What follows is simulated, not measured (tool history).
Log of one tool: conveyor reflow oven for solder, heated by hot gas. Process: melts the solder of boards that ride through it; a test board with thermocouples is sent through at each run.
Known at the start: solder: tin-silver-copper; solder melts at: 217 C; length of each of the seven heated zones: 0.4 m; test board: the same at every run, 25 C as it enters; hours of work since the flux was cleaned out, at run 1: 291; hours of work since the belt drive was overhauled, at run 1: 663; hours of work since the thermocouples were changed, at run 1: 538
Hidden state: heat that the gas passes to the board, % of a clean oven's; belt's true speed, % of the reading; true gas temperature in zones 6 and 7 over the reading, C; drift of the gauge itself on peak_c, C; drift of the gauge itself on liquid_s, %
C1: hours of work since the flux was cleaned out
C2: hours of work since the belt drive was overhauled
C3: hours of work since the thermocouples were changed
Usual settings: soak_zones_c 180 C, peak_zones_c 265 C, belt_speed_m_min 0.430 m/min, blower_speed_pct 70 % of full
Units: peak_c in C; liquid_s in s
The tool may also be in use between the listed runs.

Run 1, hour 0.0: usual settings; C1 291; C2 663; C3 538. Result: peak_c 247.6 C, liquid_s 82.8 s.
Run 2, hour 48.3: usual settings but soak_zones_c 170 C; C1 322; C2 694; C3 569. Result: peak_c 245.9 C, liquid_s 74.2 s.
Run 3, hour 119.6: usual settings but soak_zones_c 170 C; C1 368; C2 740; C3 614. Result: peak_c 245.3 C, liquid_s 74.0 s.
Run 4, hour 168.5: usual settings but soak_zones_c 170 C, blower_speed_pct 52 % of full; C1 399; C2 771; C3 646. Result: peak_c 239.3 C, liquid_s 62.7 s.
At hour 220.1: flux residue cleaned out of gas plates and filters.
Run 5, hour 240.0: usual settings but soak_zones_c 170 C, blower_speed_pct 52 % of full; C1 13; C2 813; C3 688. Result: peak_c 242.4 C, liquid_s 69.6 s.
Run 6, hour 316.1: usual settings; C1 61; C2 862; C3 737. Result: peak_c 249.9 C, liquid_s 87.1 s.
Run 7, hour 391.4: usual settings; C1 109; C2 910; C3 785. Result: peak_c 249.3 C, liquid_s 86.6 s.
At hour 438.8: thermocouples of zones 6 and 7 changed.
Run 8, hour 438.8: usual settings; C1 138; C2 939; C3 0. Result: peak_c 251.0 C, liquid_s 88.1 s.
Run 9, hour 487.1: usual settings; C1 169; C2 970; C3 31. Result: peak_c 250.8 C, liquid_s 87.5 s.
Run 10, hour 520.2: usual settings; C1 190; C2 991; C3 52. Result: peak_c 250.6 C, liquid_s 87.6 s.
Run 11, hour 566.7: usual settings; C1 220; C2 1021; C3 82. Result: peak_c 249.9 C, liquid_s 87.1 s.
Run 12, hour 623.7: usual settings; C1 257; C2 1057; C3 118. Result: peak_c 249.7 C, liquid_s 87.1 s.
Run 13, hour 688.9: usual settings; C1 298; C2 1099; C3 160. Result: peak_c 249.3 C, liquid_s 86.3 s.
Run 14, hour 739.5: usual settings; C1 330; C2 1131; C3 192. Result: peak_c 248.9 C, liquid_s 85.7 s.
Run 15, hour 807.7: usual settings; C1 374; C2 1175; C3 236. Result: peak_c 248.3 C, liquid_s 84.9 s.
Run 16, hour 882.9: usual settings but peak_zones_c 278 C, belt_speed_m_min 0.404 m/min, blower_speed_pct 80 % of full; C1 422; C2 1223; C3 284. Result: peak_c 263.3 C, liquid_s 107.1 s.
At hour 896.7: flux residue cleaned out of gas plates and filters.
Run 17, hour 945.7: usual settings but blower_speed_pct 53 % of full; C1 31; C2 1260; C3 321. Result: peak_c 246.8 C, liquid_s 82.3 s.
Run 18, hour 983.2: usual settings but peak_zones_c 259 C, blower_speed_pct 54 % of full; C1 55; C2 1283; C3 345. Result: peak_c 241.8 C, liquid_s 75.9 s.
Run 19, hour 1031.9: usual settings but soak_zones_c 175 C, peak_zones_c 260 C, blower_speed_pct 54 % of full; C1 86; C2 1315; C3 376. Result: peak_c 241.1 C, liquid_s 71.4 s.
Run 20, hour 1071.2: usual settings but soak_zones_c 175 C, peak_zones_c 260 C, belt_speed_m_min 0.401 m/min, blower_speed_pct 69 % of full; C1 111; C2 1340; C3 401. Result: peak_c 247.1 C, liquid_s 89.1 s.
Run 21, hour 1135.0: usual settings but belt_speed_m_min 0.382 m/min; C1 152; C2 1380; C3 441. Result: peak_c 253.6 C, liquid_s 105.0 s.
Run 22, hour 1170.3: usual settings but soak_zones_c 178 C, peak_zones_c 261 C; C1 175; C2 1403; C3 464. Result: peak_c 246.5 C, liquid_s 82.8 s.
Run 23, hour 1205.1: usual settings but soak_zones_c 170 C, peak_zones_c 270 C, belt_speed_m_min 0.445 m/min, blower_speed_pct 76 % of full; C1 197; C2 1425; C3 486. Result: peak_c 252.8 C, liquid_s 82.7 s.
Run 24, hour 1270.8: usual settings but soak_zones_c 170 C, peak_zones_c 270 C, blower_speed_pct 60 % of full; C1 239; C2 1467; C3 528. Result: peak_c 249.4 C, liquid_s 80.3 s.
Run 25, hour 1305.3: usual settings but soak_zones_c 170 C, peak_zones_c 270 C, blower_speed_pct 60 % of full; C1 261; C2 1489; C3 550. Result: peak_c 249.1 C, liquid_s 80.1 s.
At hour 1349.1: belt drive overhauled, speed set with a stopwatch.
Run 26, hour 1357.7: usual settings but soak_zones_c 182 C; C1 292; C2 5; C3 581. Result: peak_c 248.0 C, liquid_s 81.8 s.
Run 27, hour 1427.5: usual settings but soak_zones_c 173 C, peak_zones_c 271 C, belt_speed_m_min 0.397 m/min; C1 336; C2 50; C3 626. Result: peak_c 253.6 C, liquid_s 90.7 s.
Run 28, hour 1494.7: usual settings but soak_zones_c 173 C, peak_zones_c 271 C, belt_speed_m_min 0.383 m/min, blower_speed_pct 51 % of full; C1 379; C2 93; C3 669. Result: peak_c 248.9 C, liquid_s 87.4 s.
Run 29, hour 1531.5: usual settings but soak_zones_c 173 C, peak_zones_c 271 C, belt_speed_m_min 0.383 m/min, blower_speed_pct 51 % of full; C1 403; C2 116; C3 692. Result: peak_c 248.6 C, liquid_s 86.6 s.

Forecast each of these 3 alternatives for the next run:
At hour 1575.7: flux residue cleaned out of gas plates and filters.
Run A, hour 1597.0: usual settings but peak_zones_c 271 C, blower_speed_pct 82 % of full; C1 14; C2 155; C3 731. Result: peak_c ?, liquid_s ?.
At hour 1575.7: flux residue cleaned out of gas plates and filters.
Run B, hour 1597.0: usual settings but soak_zones_c 177 C, peak_zones_c 275 C, belt_speed_m_min 0.464 m/min, blower_speed_pct 51 % of full; C1 14; C2 155; C3 731. Result: peak_c ?, liquid_s ?.
At hour 1575.7: flux residue cleaned out of gas plates and filters.
Run C, hour 1597.0: usual settings but soak_zones_c 181 C, peak_zones_c 271 C, belt_speed_m_min 0.366 m/min, blower_speed_pct 51 % of full; C1 14; C2 155; C3 731. Result: peak_c ?, liquid_s ?.

run  peak_c  liquid_s
  A   257.7      93.3
  B   248.5      72.5
  C   254.4     106.0
Without the tool's hidden state the same runs would have given:
run  peak_c  liquid_s
  A   259.0      93.7
  B   249.6      73.2
  C   255.6     106.6

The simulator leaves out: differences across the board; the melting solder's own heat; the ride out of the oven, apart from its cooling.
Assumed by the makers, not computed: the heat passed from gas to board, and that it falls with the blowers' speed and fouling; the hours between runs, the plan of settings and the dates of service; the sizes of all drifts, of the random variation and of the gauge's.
